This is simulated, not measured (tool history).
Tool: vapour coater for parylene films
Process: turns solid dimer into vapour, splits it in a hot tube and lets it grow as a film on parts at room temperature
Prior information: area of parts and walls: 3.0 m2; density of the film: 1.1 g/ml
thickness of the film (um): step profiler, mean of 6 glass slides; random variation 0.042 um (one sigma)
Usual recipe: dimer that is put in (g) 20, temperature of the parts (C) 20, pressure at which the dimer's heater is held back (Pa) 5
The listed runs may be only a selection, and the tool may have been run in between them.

run,day,dimer that is put in (g),temperature of the parts (C),pressure at which the dimer's heater is held back (Pa),thickness of the film (um)
1,0,20,20,5,4.34
2,2.879,20,20,5,4.31
3,4.712,20,20,5,4.22
4,6.908,20,20,5,4.27
5,9.842,20,20,6.17,4.04
6,11.612,20,20,6.17,4
# day 12.021: trap's valve overhauled
7,13.85,20,20,5,3.87
8,17.129,20,20,5,3.84
9,19.762,20,20,5,3.82
# day 20.9: table's thermometer calibrated
10,23.046,20,18,8.69,3.36
11,25.988,20,20,5,3.59
12,27.388,20,20,5,3.62
13,28.725,20,13,3.46,4.43
# day 29.862: trap's valve overhauled, once more
14,32.075,31,32,2.97,6.17
15,34.262,8,20,2.65,2.04
16,36.554,8,20,2.65,2

Predict each of these 5 candidate next runs independently; none follows another, all start after run 16:
A,38.725,14,20,2.77,?
B,38.725,11,19,8.44,?
C,38.725,14,13,3.75,?
D,38.725,8,20,9.76,?
E,38.725,8,18,4.26,?

run,thickness of the film (um)
A,3.56
B,2.21
C,3.83
D,1.5
E,1.94
Take away the tool's hidden state, keep each run's random variation, and the runs would have read:
run,thickness of the film (um)
A,3.68
B,2.29
C,3.96
D,1.55
E,2.01
